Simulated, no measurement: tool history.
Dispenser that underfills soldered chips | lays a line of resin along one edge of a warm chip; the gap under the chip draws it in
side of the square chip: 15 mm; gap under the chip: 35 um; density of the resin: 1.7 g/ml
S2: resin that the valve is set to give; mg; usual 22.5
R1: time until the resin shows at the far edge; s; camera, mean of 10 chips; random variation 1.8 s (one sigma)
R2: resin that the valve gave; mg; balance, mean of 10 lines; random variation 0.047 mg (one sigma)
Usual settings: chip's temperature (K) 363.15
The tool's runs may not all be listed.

Run 1, hour 0: usual settings. Result: R1 204.9 s, R2 22.24 mg.
At hour 7.6: new syringe of resin.
Run 2, hour 8.5: usual settings. Result: R1 194.2 s, R2 22.14 mg.
At hour 15.2: dispensing valve cleaned and set on the balance.
At hour 18.2: new syringe of resin.
Run 3, hour 22.4: usual settings. Result: R1 227.7 s, R2 22.42 mg.
At hour 28.2: new syringe of resin.
Run 4, hour 30.8: usual settings but S2 19.7 mg. Result: R1 205.7 s, R2 19.62 mg.
At hour 38.4: new syringe of resin.
Run 5, hour 38.7: usual settings. Result: R1 183.6 s, R2 22.32 mg.
At hour 48.4: new syringe of resin.
Run 6, hour 52.8: usual settings. Result: R1 224.1 s, R2 22.28 mg.
At hour 58.5: new syringe of resin.
Run 7, hour 62.9: usual settings. Result: R1 235.1 s, R2 22.14 mg.
At hour 69.2: new syringe of resin.
Run 8, hour 71.9: usual settings. Result: R1 207.3 s, R2 22.21 mg.
At hour 79.1: new syringe of resin.
At hour 81.9: dispensing valve cleaned and set on the balance.
Run 9, hour 83.3: usual settings. Result: R1 214.7 s, R2 22.36 mg.
At hour 90.4: new syringe of resin.
Run 10, hour 92.7: usual settings. Result: R1 206 s, R2 22.34 mg.
At hour 100.1: new syringe of resin.
Run 11, hour 104.8: usual settings but chip's temperature (K) 352.15. Result: R1 325.9 s, R2 22.27 mg.

Run 12 comes next. What will it give?
At hour 110.2: new syringe of resin.
Run 12, hour 118.2: usual settings but chip's temperature (K) 371.15, S2 22.9 mg. Result: R1 ?, R2 ?.

{"run 12": {"R1": 223.4, "R2": 22.64}}
Without the tool's hidden state the same run would have given R1 138.3 s, R2 22.92 mg.

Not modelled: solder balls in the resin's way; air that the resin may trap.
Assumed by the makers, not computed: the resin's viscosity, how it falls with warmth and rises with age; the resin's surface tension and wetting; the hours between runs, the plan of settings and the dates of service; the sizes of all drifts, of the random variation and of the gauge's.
